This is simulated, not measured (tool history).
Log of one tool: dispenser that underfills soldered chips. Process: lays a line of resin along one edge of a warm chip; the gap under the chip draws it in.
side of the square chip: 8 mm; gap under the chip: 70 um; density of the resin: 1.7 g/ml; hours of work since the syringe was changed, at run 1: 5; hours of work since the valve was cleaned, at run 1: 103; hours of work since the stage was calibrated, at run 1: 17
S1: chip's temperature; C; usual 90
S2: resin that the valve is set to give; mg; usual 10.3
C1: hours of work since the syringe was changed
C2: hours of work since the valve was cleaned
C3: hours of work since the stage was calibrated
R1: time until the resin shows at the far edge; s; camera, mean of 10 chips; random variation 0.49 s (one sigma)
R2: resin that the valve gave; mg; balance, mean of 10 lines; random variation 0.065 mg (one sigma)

run	hour	S1	S2	C1	C2	C3	R1	R2
1	0.0	90	10.3	5	103	17	64.3	9.53
# hour 1.9: new syringe of resin
2	4.6	90	10.3	2	107	21	49.9	9.59
3	7.1	90	10.3	4	109	23	59.0	9.43
# hour 10.0: new syringe of resin
4	12.1	90	10.3	2	113	27	47.2	9.53
5	16.6	89	10.3	5	116	30	66.6	9.56
# hour 18.1: new syringe of resin
6	20.3	89	10.3	2	119	33	47.2	9.45
7	25.4	89	10.3	6	123	37	66.4	9.28
# hour 26.8: dispensing valve cleaned and set on the balance
# hour 27.5: new syringe of resin
8	29.1	89	10.3	1	2	39	46.0	10.21
9	32.7	89	10.3	4	4	42	59.4	10.27
10	35.2	89	10.3	6	7	44	68.2	10.13
# hour 35.9: new syringe of resin
11	37.7	99	10.3	1	8	46	34.3	10.37
12	41.8	99	8.9	5	11	49	48.8	8.89
# hour 44.1: new syringe of resin
13	45.7	99	8.9	1	14	52	36.4	8.73
14	48.6	99	8.9	4	17	54	45.5	8.79
# hour 52.2: new syringe of resin
15	52.2	104	11.7	0	19	57	26.5	11.48
16	57.0	89	11.7	4	23	60	55.6	11.50
17	59.9	76	11.8	6	26	63	98.2	11.58
# hour 60.5: new syringe of resin
18	63.1	76	10.4	2	28	65	71.4	10.21
19	66.7	101	11.2	5	31	68	44.9	10.97
# hour 68.9: new syringe of resin
20	69.2	84	9.6	0	32	70	47.9	9.41
21	72.6	84	9.6	3	35	73	61.4	9.35
# hour 77.2: new syringe of resin
22	78.0	91	9.3	1	39	77	41.5	8.98

4 ways to go on from here, each from the tool as it stands after run 22. What would each give?
A	83.2	91	12.0	5	43	81	?	?
B	83.2	90	10.2	5	43	81	?	?
C	83.2	98	10.0	5	43	81	?	?
D	83.2	94	10.9	5	43	81	?	?

run	R1	R2
A	56.9	11.74
B	59.4	9.86
C	49.5	9.61
D	52.6	10.57
Without the tool's hidden state the same runs would have given:
run	R1	R2
A	36.9	12.13
B	38.4	10.19
C	32.0	9.94
D	34.0	10.92
